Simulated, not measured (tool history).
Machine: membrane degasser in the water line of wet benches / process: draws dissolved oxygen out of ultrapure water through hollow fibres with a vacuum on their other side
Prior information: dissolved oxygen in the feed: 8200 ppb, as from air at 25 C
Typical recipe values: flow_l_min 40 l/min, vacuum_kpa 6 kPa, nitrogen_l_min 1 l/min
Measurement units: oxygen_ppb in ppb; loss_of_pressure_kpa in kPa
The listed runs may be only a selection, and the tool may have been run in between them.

{"run": 1, "day": 0.0, "flow_l_min": 40, "vacuum_kpa": 6, "nitrogen_l_min": 1, "oxygen_ppb": 233.8, "loss_of_pressure_kpa": 53.72}
{"run": 2, "day": 2.029, "flow_l_min": 40, "vacuum_kpa": 6, "nitrogen_l_min": 1, "oxygen_ppb": 235.1, "loss_of_pressure_kpa": 53.73}
{"run": 3, "day": 4.792, "flow_l_min": 40, "vacuum_kpa": 6, "nitrogen_l_min": 1, "oxygen_ppb": 236, "loss_of_pressure_kpa": 53.98}
{"run": 4, "day": 8.058, "flow_l_min": 40, "vacuum_kpa": 6, "nitrogen_l_min": 1, "oxygen_ppb": 236, "loss_of_pressure_kpa": 53.48}
{"run": 5, "day": 10.233, "flow_l_min": 40, "vacuum_kpa": 6, "nitrogen_l_min": 1, "oxygen_ppb": 237.9, "loss_of_pressure_kpa": 53.4}
{"run": 6, "day": 12.196, "flow_l_min": 40, "vacuum_kpa": 6, "nitrogen_l_min": 1, "oxygen_ppb": 235.9, "loss_of_pressure_kpa": 53.95}
{"run": 7, "day": 13.746, "flow_l_min": 40, "vacuum_kpa": 6, "nitrogen_l_min": 1, "oxygen_ppb": 239.7, "loss_of_pressure_kpa": 54}
{"run": 8, "day": 17.033, "flow_l_min": 40, "vacuum_kpa": 6, "nitrogen_l_min": 0.48, "oxygen_ppb": 392.3, "loss_of_pressure_kpa": 53.4}
{"run": 9, "day": 18.758, "flow_l_min": 40, "vacuum_kpa": 6, "nitrogen_l_min": 0.48, "oxygen_ppb": 395.6, "loss_of_pressure_kpa": 54.06}
{"run": 10, "day": 21.038, "flow_l_min": 40, "vacuum_kpa": 6, "nitrogen_l_min": 1.26, "oxygen_ppb": 200.2, "loss_of_pressure_kpa": 53.26}
{"run": 11, "day": 23.904, "flow_l_min": 40, "vacuum_kpa": 6, "nitrogen_l_min": 1.26, "oxygen_ppb": 199.9, "loss_of_pressure_kpa": 53.87}
{"run": 12, "day": 26.396, "flow_l_min": 40, "vacuum_kpa": 6, "nitrogen_l_min": 1.26, "oxygen_ppb": 201.3, "loss_of_pressure_kpa": 53.78}
{"run": 13, "day": 28.204, "flow_l_min": 40, "vacuum_kpa": 6, "nitrogen_l_min": 1, "oxygen_ppb": 240.3, "loss_of_pressure_kpa": 53.66}
{"run": 14, "day": 30.925, "flow_l_min": 40, "vacuum_kpa": 6, "nitrogen_l_min": 1, "oxygen_ppb": 238.6, "loss_of_pressure_kpa": 53.96}
{"run": 15, "day": 33.988, "flow_l_min": 40, "vacuum_kpa": 6, "nitrogen_l_min": 1, "oxygen_ppb": 240.3, "loss_of_pressure_kpa": 53.94}
{"run": 16, "day": 37.0, "flow_l_min": 28, "vacuum_kpa": 6, "nitrogen_l_min": 1, "oxygen_ppb": 174.1, "loss_of_pressure_kpa": 37.34}
{"run": 17, "day": 40.3, "flow_l_min": 26, "vacuum_kpa": 8.85, "nitrogen_l_min": 1, "oxygen_ppb": 315.4, "loss_of_pressure_kpa": 35.09}
{"day": 40.583, "done": "vacuum gauge calibrated"}
{"run": 18, "day": 43.312, "flow_l_min": 25, "vacuum_kpa": 6, "nitrogen_l_min": 1.82, "oxygen_ppb": 96.1, "loss_of_pressure_kpa": 33.88}
{"run": 19, "day": 44.775, "flow_l_min": 25, "vacuum_kpa": 6, "nitrogen_l_min": 1.82, "oxygen_ppb": 96, "loss_of_pressure_kpa": 33.89}
{"run": 20, "day": 47.129, "flow_l_min": 60, "vacuum_kpa": 4.92, "nitrogen_l_min": 0.62, "oxygen_ppb": 315.8, "loss_of_pressure_kpa": 81.36}
{"run": 21, "day": 49.5, "flow_l_min": 33, "vacuum_kpa": 5.17, "nitrogen_l_min": 0.49, "oxygen_ppb": 253, "loss_of_pressure_kpa": 44.65}
{"run": 22, "day": 51.662, "flow_l_min": 44, "vacuum_kpa": 10.9, "nitrogen_l_min": 2.73, "oxygen_ppb": 298.2, "loss_of_pressure_kpa": 59.5}
{"run": 23, "day": 54.833, "flow_l_min": 44, "vacuum_kpa": 10.9, "nitrogen_l_min": 2.73, "oxygen_ppb": 296.2, "loss_of_pressure_kpa": 59.2}
{"run": 24, "day": 57.15, "flow_l_min": 34, "vacuum_kpa": 10.53, "nitrogen_l_min": 2.03, "oxygen_ppb": 283, "loss_of_pressure_kpa": 45.93}
{"run": 25, "day": 59.346, "flow_l_min": 34, "vacuum_kpa": 12.2, "nitrogen_l_min": 2.03, "oxygen_ppb": 345.5, "loss_of_pressure_kpa": 46.39}
{"day": 59.879, "done": "vacuum gauge calibrated, once more"}
{"run": 26, "day": 62.242, "flow_l_min": 34, "vacuum_kpa": 3.63, "nitrogen_l_min": 0.52, "oxygen_ppb": 58.4, "loss_of_pressure_kpa": 46.29}
{"run": 27, "day": 65.617, "flow_l_min": 29, "vacuum_kpa": 3.63, "nitrogen_l_min": 1.51, "oxygen_ppb": 22.9, "loss_of_pressure_kpa": 39.07}
{"run": 28, "day": 68.975, "flow_l_min": 29, "vacuum_kpa": 9.11, "nitrogen_l_min": 0.66, "oxygen_ppb": 490.6, "loss_of_pressure_kpa": 39.32}
{"run": 29, "day": 71.146, "flow_l_min": 29, "vacuum_kpa": 9.11, "nitrogen_l_min": 0.66, "oxygen_ppb": 495.2, "loss_of_pressure_kpa": 39.39}
{"run": 30, "day": 72.842, "flow_l_min": 28, "vacuum_kpa": 4.94, "nitrogen_l_min": 1.17, "oxygen_ppb": 94.9, "loss_of_pressure_kpa": 38.01}
{"run": 31, "day": 74.746, "flow_l_min": 32, "vacuum_kpa": 3.64, "nitrogen_l_min": 2.83, "oxygen_ppb": 17.4, "loss_of_pressure_kpa": 43.52}
{"run": 32, "day": 77.762, "flow_l_min": 54, "vacuum_kpa": 6, "nitrogen_l_min": 0.72, "oxygen_ppb": 380.6, "loss_of_pressure_kpa": 73.42}

What if the next run were any one of these 4? Each begins from the tool's condition after run 32:
{"run": "A", "day": 79.667, "flow_l_min": 60, "vacuum_kpa": 6.94, "nitrogen_l_min": 0.72, "oxygen_ppb": "?", "loss_of_pressure_kpa": "?"}
{"run": "B", "day": 79.667, "flow_l_min": 33, "vacuum_kpa": 3.71, "nitrogen_l_min": 1, "oxygen_ppb": "?", "loss_of_pressure_kpa": "?"}
{"run": "C", "day": 79.667, "flow_l_min": 50, "vacuum_kpa": 11.29, "nitrogen_l_min": 0.5, "oxygen_ppb": "?", "loss_of_pressure_kpa": "?"}
{"run": "D", "day": 79.667, "flow_l_min": 26, "vacuum_kpa": 14.38, "nitrogen_l_min": 2.32, "oxygen_ppb": "?", "loss_of_pressure_kpa": "?"}

run=A oxygen_ppb=530.6 loss_of_pressure_kpa=82.06
run=B oxygen_ppb=42.8 loss_of_pressure_kpa=44.67
run=C oxygen_ppb=1160.9 loss_of_pressure_kpa=67.85
run=D oxygen_ppb=288.6 loss_of_pressure_kpa=35.37
Without the tool's hidden state the same runs would have given:
run=A oxygen_ppb=523.5 loss_of_pressure_kpa=80.41
run=B oxygen_ppb=39.7 loss_of_pressure_kpa=43.78
run=C oxygen_ppb=1157.4 loss_of_pressure_kpa=66.49
run=D oxygen_ppb=286.1 loss_of_pressure_kpa=34.66
